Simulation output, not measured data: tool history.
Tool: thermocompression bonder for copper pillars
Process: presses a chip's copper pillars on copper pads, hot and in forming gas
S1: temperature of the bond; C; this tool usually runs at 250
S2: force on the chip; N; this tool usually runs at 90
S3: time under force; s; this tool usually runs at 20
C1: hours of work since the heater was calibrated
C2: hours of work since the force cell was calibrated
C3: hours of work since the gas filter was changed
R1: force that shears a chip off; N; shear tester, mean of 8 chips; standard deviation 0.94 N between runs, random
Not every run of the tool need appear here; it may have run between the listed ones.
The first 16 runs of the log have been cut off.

run   hour   S1   S2  S3    C1   C2   C3    R1
 17  369.8  250  128  20   891  455  178  86.3
 18  395.6  250  128  20   904  468  190  83.3
 19  412.8  250  128  20   912  476  199  84.6
 20  441.4  250  128  20   926  490  213  84.7
     451.2  -- forming gas filter changed
 21    475  250   90  27   942  506   11  83.3
 22  489.8  250   90  27   949  513   19  82.3
 23    510  273   60  20   958  522   28  76.9
 24  528.7  250   90  19   967  531   37  73.4
 25  557.9  250   90  19   981  545   51  73.4
 26  573.7  237  102  12   989  553   59  56.6
 27  605.2  237  102  12  1004  568   74  57.2
 28  623.6  232   59  20  1013  577   83  45.3
 29    651  232   55  13  1026  590   96  36.3
 30  666.7  250   90  20  1034  598  104  74.1
 31  687.5  228   95  39  1044  608  114  73.3
 32  711.7  228   95  39  1055  619  125  74.4
 33  730.9  228   70  39  1065  629  135  61.9
 34  763.2  267   70  39  1080  644  150    94
 35  796.1  267   70  39  1096  660  166  92.3
 36  825.9  248   70  39  1110  674  180  75.9
 37  852.4  256   85  20  1123  687  193  75.3
 38  866.7  256   85  20  1130  694  200  72.9
 39  881.4  227   85  12  1137  701  207    42
     901.4  -- forming gas filter changed
 40  914.7  246  108  20  1153  717    6  79.5
 41  935.9  269   90  37  1163  727   17   105

Below are 3 alternative next runs, each starting from the tool's condition after run 41. Predict each:
  A  956.1  233  90  37  1173  737  26   ?
  B  956.1  250  90  54  1173  737  26   ?
  C  956.1  247  94  37  1173  737  26   ?

run    R1
  A  76.1
  B  99.9
  C  90.8
What these runs would have given with no unlogged condition in the tool:
run     R1
  A   81.7
  B  105.6
  C   96.6
